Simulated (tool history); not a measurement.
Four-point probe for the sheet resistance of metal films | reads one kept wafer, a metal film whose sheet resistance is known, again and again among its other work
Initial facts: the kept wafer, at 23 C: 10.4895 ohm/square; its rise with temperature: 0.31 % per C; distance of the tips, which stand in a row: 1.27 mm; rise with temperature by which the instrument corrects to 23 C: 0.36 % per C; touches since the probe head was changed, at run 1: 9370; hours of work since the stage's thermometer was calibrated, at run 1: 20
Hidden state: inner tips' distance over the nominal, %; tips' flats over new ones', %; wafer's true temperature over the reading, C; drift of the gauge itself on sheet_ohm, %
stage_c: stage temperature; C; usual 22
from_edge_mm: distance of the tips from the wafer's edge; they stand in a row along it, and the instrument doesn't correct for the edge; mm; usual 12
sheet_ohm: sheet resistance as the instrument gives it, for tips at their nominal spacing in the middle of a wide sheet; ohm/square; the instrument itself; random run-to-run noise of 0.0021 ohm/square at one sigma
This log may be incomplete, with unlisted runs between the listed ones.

run	day	stage_c	from_edge_mm	touches since the probe head was changed	hours of work since the stage's thermometer was calibrated	sheet_ohm
1	0	22	12	9370	20	10.61261
2	0.754	22	12	9697	28	10.608637
3	1.696	22	12	10105	38	10.615966
4	2.708	19	12	10544	49	10.631249
5	3.254	19	12	10783	54	10.629914
6	3.717	19	35	10983	59	10.575061
7	4.504	19	35	11326	67	10.570644
8	5.512	22	12	11763	78	10.613884
9	6.504	22	12	12193	88	10.612686
10	7.162	22	12	12478	95	10.612845
11	7.833	22	12	12770	102	10.614188
12	8.867	22	12	13218	113	10.617036
13	9.671	19	12	13567	122	10.635248
14	10.725	19	12	14026	133	10.631143
15	11.221	22	30	14240	138	10.562858
16	11.8	22	53	14493	144	10.553779
17	12.458	22	53	14777	151	10.555733
18	13.517	22	7	15237	162	10.737974
19	13.979	22	75	15437	167	10.55554
# day 14.067: stage's thermometer calibrated
20	14.725	22	75	15752	7	10.55687
21	15.767	22	75	16205	18	10.55274
22	16.292	24	12	16432	23	10.607517
23	16.812	24	12	16659	29	10.604474
24	17.479	20	12	16948	36	10.627284
# day 17.562: stage's thermometer calibrated, once more
25	18.004	20	12	17167	5	10.626262
26	18.433	22	26	17352	9	10.564754
27	19.221	22	48	17695	17	10.557802
28	19.921	22	12	17999	25	10.614443
29	20.642	31	4	18312	32	11.040247
30	21.317	23	12	18604	39	10.609968
31	21.817	31	9	18821	45	10.613573
32	22.575	21	12	19151	53	10.62363
33	23.012	23	8	19341	57	10.690585
34	23.542	23	8	19570	63	10.684493
35	24.2	24	71	19857	70	10.544011
36	25.133	34	18	20260	79	10.515362
37	25.988	21	8	20631	88	10.699337
38	26.483	21	8	20848	94	10.701082
39	27.488	20	12	21284	104	10.631269
40	28.546	20	12	21743	115	10.627991
41	29.05	29	64	21961	120	10.516569
42	29.654	22	9	22224	127	10.669511
43	30.404	19	3	22549	135	11.496662
44	31.004	19	3	22809	141	11.491928

Below are 5 alternative next runs, each starting from the tool's condition after run 44. Predict each:
A	31.688	20	14	23107	148	?
B	31.688	19	7	23107	148	?
C	31.688	25	24	23107	148	?
D	31.688	19	12	23107	148	?
E	31.688	27	9	23107	148	?

run	sheet_ohm
A	10.61552
B	10.758604
C	10.552769
D	10.639938
E	10.638583
Without the tool's unlogged condition, the same runs would have read:
run	sheet_ohm
A	10.555105
B	10.697433
C	10.492712
D	10.579388
E	10.578085

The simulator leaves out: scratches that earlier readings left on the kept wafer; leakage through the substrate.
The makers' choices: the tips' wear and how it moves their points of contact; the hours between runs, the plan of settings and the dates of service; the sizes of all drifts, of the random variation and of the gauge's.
